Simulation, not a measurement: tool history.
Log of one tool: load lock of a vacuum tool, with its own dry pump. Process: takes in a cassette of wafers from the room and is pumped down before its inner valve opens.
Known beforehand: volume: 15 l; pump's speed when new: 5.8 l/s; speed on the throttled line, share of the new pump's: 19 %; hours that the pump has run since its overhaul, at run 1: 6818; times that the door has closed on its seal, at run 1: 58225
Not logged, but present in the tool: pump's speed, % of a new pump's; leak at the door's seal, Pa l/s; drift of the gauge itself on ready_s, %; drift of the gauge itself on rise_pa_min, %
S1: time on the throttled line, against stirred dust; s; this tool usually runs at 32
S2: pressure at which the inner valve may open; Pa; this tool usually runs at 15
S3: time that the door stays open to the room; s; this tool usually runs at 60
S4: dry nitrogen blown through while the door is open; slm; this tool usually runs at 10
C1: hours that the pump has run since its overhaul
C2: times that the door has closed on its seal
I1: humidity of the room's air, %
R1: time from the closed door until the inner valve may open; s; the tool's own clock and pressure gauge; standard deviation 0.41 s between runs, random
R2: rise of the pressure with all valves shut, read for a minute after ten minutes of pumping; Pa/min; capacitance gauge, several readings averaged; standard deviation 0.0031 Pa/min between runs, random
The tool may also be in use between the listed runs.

run	hour	S1	S2	S3	S4	C1	C2	I1	R1	R2
1	0	32	15	60	10	6818	58225	44.9	50.6	0.225
2	381.8	32	15	60	10	7200	59820	43.3	51.3	0.23
3	616.2	63	15	60	10	7434	60800	46.4	75.6	0.237
4	840.6	32	15	60	10	7659	61737	44.4	51.2	0.235
5	1033.8	32	15	60	10	7852	62544	42.9	51.1	0.231
6	1364.5	32	15	60	33	8183	63925	45.5	51.3	0.22
7	1747.6	54	15	60	10	8566	65526	45	68.8	0.253
8	1974.5	54	23	60	10	8793	66474	47	67	0.261
9	2359.3	54	23	60	10	9177	68082	45.5	67.5	0.268
10	2561.8	54	23	60	10	9380	68927	45.9	68.5	0.265
11	2739.8	54	23	60	10	9558	69671	44.7	67.2	0.262
12	3006.1	54	23	60	10	9824	70783	43.5	67.8	0.273
13	3291.2	54	17	60	39	10109	71975	48.2	68.6	0.246
14	3477.7	38	24	89	23	10296	72754	43.1	55.1	0.27
15	3750.1	32	21	188	7	10568	73892	41.3	51.4	0.361
16	3989.4	62	15	88	35	10808	74891	44.6	76.2	0.274
17	4192.3	62	15	88	35	11010	75739	46.5	75.4	0.29
18	4531.5	49	15	60	10	11350	77156	39.7	66	0.301
19	4758.5	50	15	60	10	11577	78104	44.5	65.8	0.315
# hour 5102.1: door's seal changed, seat wiped
20	5132.4	50	15	48	10	11949	127	47.5	65.8	0.083
21	5521.6	24	15	60	10	12338	1753	46	47	0.09
22	5731.1	32	28	60	10	12548	2628	40.5	50.8	0.088
# hour 5924: dry pump taken out, an overhauled one fitted
23	6069.7	32	15	51	10	146	4018	47.3	49.1	0.084

Predict each of these 3 candidate next runs independently; none follows another, all start after run 23:
A	6375.5	32	14	60	10	452	5295	44.1	?	?
B	6375.5	53	15	51	10	452	5295	45.9	?	?
C	6375.5	20	18	60	9	452	5295	45.8	?	?

run	R1	R2
A	49.1	0.099
B	65.9	0.084
C	38.1	0.095
The same runs, with their run-to-run variation unchanged, on a tool lacking any hidden condition would have given:
run	R1	R2
A	48.9	0.091
B	65.8	0.076
C	37.9	0.086
